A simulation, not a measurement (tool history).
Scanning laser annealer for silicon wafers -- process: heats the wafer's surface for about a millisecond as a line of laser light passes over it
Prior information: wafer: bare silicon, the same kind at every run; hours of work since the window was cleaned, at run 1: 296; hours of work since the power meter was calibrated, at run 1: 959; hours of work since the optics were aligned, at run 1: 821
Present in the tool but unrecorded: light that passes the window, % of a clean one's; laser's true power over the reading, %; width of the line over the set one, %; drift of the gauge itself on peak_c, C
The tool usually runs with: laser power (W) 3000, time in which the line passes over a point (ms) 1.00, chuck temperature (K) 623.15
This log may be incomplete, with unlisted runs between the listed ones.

| run | hour | laser power (W) | time in which the line passes over a point (ms) | chuck temperature (K) | hours of work since the window was cleaned | hours of work since the power meter was calibrated | hours of work since the optics were aligned | highest temperature of the surface (K) |
|---|---|---|---|---|---|---|---|---|
| 1 | 0.0 | 3000 | 1.00 | 623.15 | 296 | 959 | 821 | 1448.15 |
| 2 | 44.2 | 3000 | 1.00 | 623.15 | 318 | 981 | 843 | 1448.15 |
| 3 | 100.5 | 3000 | 1.00 | 623.15 | 346 | 1009 | 871 | 1447.15 |
| 4 | 142.0 | 3000 | 1.00 | 623.15 | 366 | 1029 | 891 | 1444.15 |
| 5 | 198.3 | 3000 | 1.00 | 623.15 | 394 | 1057 | 919 | 1443.15 |
| 6 | 244.4 | 3000 | 1.12 | 623.15 | 417 | 1080 | 942 | 1496.15 |
| 7 | 306.4 | 3000 | 1.12 | 623.15 | 448 | 1111 | 973 | 1489.15 |
| 8 | 363.0 | 3000 | 0.92 | 623.15 | 476 | 1139 | 1001 | 1403.15 |
| 9 | 410.5 | 3000 | 0.92 | 623.15 | 500 | 1162 | 1025 | 1406.15 |
| 10 | 458.5 | 3000 | 0.75 | 623.15 | 523 | 1186 | 1049 | 1316.15 |
| 11 | 508.1 | 3000 | 1.00 | 614.15 | 548 | 1211 | 1073 | 1427.15 |
|  | 526.9 | window over the wafer cleaned |
| 12 | 541.4 | 3000 | 1.00 | 614.15 | 7 | 1227 | 1089 | 1449.15 |
| 13 | 590.1 | 3000 | 0.92 | 623.15 | 31 | 1251 | 1113 | 1423.15 |
| 14 | 648.5 | 3000 | 0.92 | 623.15 | 60 | 1280 | 1142 | 1420.15 |
| 15 | 688.1 | 3000 | 0.92 | 623.15 | 80 | 1299 | 1162 | 1419.15 |
| 16 | 740.3 | 3000 | 0.92 | 623.15 | 106 | 1325 | 1188 | 1418.15 |
| 17 | 796.1 | 3000 | 0.92 | 599.15 | 134 | 1353 | 1215 | 1395.15 |
| 18 | 828.1 | 3000 | 1.16 | 623.15 | 150 | 1369 | 1231 | 1521.15 |
| 19 | 888.3 | 3210 | 1.16 | 623.15 | 180 | 1399 | 1261 | 1577.15 |
| 20 | 952.2 | 3210 | 1.16 | 623.15 | 211 | 1431 | 1293 | 1576.15 |
| 21 | 1012.1 | 3000 | 1.00 | 623.15 | 241 | 1460 | 1322 | 1447.15 |
| 22 | 1055.0 | 3000 | 1.00 | 623.15 | 262 | 1482 | 1344 | 1443.15 |
| 23 | 1093.5 | 3000 | 1.00 | 636.15 | 281 | 1501 | 1363 | 1457.15 |
| 24 | 1130.6 | 2808 | 0.73 | 623.15 | 300 | 1519 | 1381 | 1273.15 |
| 25 | 1194.3 | 3180 | 1.05 | 639.15 | 331 | 1551 | 1413 | 1528.15 |
| 26 | 1254.7 | 3000 | 1.00 | 658.15 | 361 | 1581 | 1443 | 1475.15 |
| 27 | 1295.1 | 3000 | 1.00 | 613.15 | 382 | 1601 | 1463 | 1427.15 |
| 28 | 1329.6 | 3000 | 1.19 | 613.15 | 399 | 1618 | 1480 | 1505.15 |
| 29 | 1392.6 | 3000 | 1.19 | 613.15 | 430 | 1649 | 1511 | 1506.15 |
| 30 | 1426.7 | 3000 | 1.19 | 613.15 | 447 | 1666 | 1528 | 1504.15 |
| 31 | 1462.8 | 3000 | 1.19 | 613.15 | 465 | 1684 | 1546 | 1507.15 |
| 32 | 1506.0 | 3279 | 1.19 | 623.15 | 486 | 1706 | 1568 | 1591.15 |
| 33 | 1539.5 | 3000 | 1.09 | 640.15 | 503 | 1722 | 1584 | 1484.15 |
| 34 | 1574.9 | 3000 | 0.71 | 640.15 | 520 | 1740 | 1602 | 1311.15 |
| 35 | 1635.3 | 3000 | 0.71 | 640.15 | 550 | 1770 | 1632 | 1307.15 |
|  | 1649.2 | window over the wafer cleaned |
|  | 1654.2 | optics aligned, line set to its width |
| 36 | 1680.2 | 2897 | 0.74 | 630.15 | 13 | 1789 | 13 | 1324.15 |
| 37 | 1719.3 | 2897 | 0.74 | 630.15 | 32 | 1808 | 32 | 1327.15 |
| 38 | 1765.6 | 3118 | 1.00 | 590.15 | 55 | 1831 | 55 | 1469.15 |
| 39 | 1812.3 | 3118 | 1.00 | 590.15 | 79 | 1854 | 79 | 1466.15 |
| 40 | 1867.6 | 3279 | 0.82 | 603.15 | 106 | 1882 | 106 | 1428.15 |
| 41 | 1905.7 | 3248 | 1.02 | 598.15 | 125 | 1901 | 125 | 1517.15 |

Pick out some run-to-run changes in highest temperature of the surface (K). Of each, how much would a tool without hidden state show as well, from the settings, what came in and chance, and how much is left for the hidden state and any gauge scatter not in both results compared?
Run 11 -> 12: window over the wafer cleaned. highest temperature of the surface (K) +22.00: hidden state +25.00, all else -3.00.
Run 23 -> 24: laser power (W) 3000 -> 2808, time in which the line passes over a point (ms) 1.00 -> 0.73, chuck temperature (K) 636.15 -> 623.15. highest temperature of the surface (K) -184.00: hidden state +5.00, all else -189.00.
Run 24 -> 25: laser power (W) 2808 -> 3180, time in which the line passes over a point (ms) 0.73 -> 1.05, chuck temperature (K) 623.15 -> 639.15. highest temperature of the surface (K) +255.00: hidden state -10.00, all else +265.00.
Run 33 -> 34: time in which the line passes over a point (ms) 1.09 -> 0.71. highest temperature of the surface (K) -173.00: hidden state +7.00, all else -180.00.
Run 35 -> 36: laser power (W) 3000 -> 2897, time in which the line passes over a point (ms) 0.71 -> 0.74, chuck temperature (K) 640.15 -> 630.15, window over the wafer cleaned, optics aligned, line set to its width. highest temperature of the surface (K) +17.00: hidden state +36.00, all else -19.00.
